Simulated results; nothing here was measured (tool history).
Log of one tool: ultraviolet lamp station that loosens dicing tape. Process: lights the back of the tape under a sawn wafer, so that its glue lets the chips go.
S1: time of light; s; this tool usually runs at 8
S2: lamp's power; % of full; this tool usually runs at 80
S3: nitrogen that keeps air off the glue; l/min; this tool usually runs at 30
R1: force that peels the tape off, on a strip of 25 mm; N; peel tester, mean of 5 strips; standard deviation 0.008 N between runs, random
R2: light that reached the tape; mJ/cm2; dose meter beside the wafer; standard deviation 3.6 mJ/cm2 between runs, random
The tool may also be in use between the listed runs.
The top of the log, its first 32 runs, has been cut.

run 33 day=34.438 | S1=8 S2=96 S3=22 | R1=0.463 R2=490
run 34 day=35.721 | S1=5 S2=70 S3=13 | R1=1.997 R2=219
run 35 day=36.983 | S1=5 S2=70 S3=13 | R1=2.087 R2=220
run 36 day=37.917 | S1=10 S2=83 S3=11 | R1=0.620 R2=504
run 37 day=39.438 | S1=14 S2=77 S3=51 | R1=0.272 R2=648
run 38 day=40.367 | S1=11 S2=85 S3=30 | R1=0.324 R2=555
run 39 day=41.021 | S1=11 S2=80 S3=30 | R1=0.365 R2=524
run 40 day=42.308 | S1=11 S2=73 S3=30 | R1=0.407 R2=479
run 41 day=43.183 | S1=14 S2=73 S3=40 | R1=0.295 R2=601

Below are 4 alternative next runs, each starting from the tool's condition after run 41. Predict each:
-- day=43.321 window cleaned of glue's vapour
run A day=43.958 | S1=14 S2=84 S3=40 | R1=? R2=?
-- day=43.321 window cleaned of glue's vapour
run B day=43.958 | S1=9 S2=94 S3=40 | R1=? R2=?
-- day=43.321 window cleaned of glue's vapour
run C day=43.958 | S1=8 S2=80 S3=10 | R1=? R2=?
-- day=43.321 window cleaned of glue's vapour
run D day=43.958 | S1=8 S2=71 S3=30 | R1=? R2=?

run=A R1=0.248 R2=723
run=B R1=0.323 R2=520
run=C R1=1.008 R2=395
run=D R1=0.728 R2=347
Without the tool's hidden state the same runs would have given:
run=A R1=0.233 R2=1084
run=B R1=0.244 R2=780
run=C R1=0.497 R2=593
run=D R1=0.376 R2=522
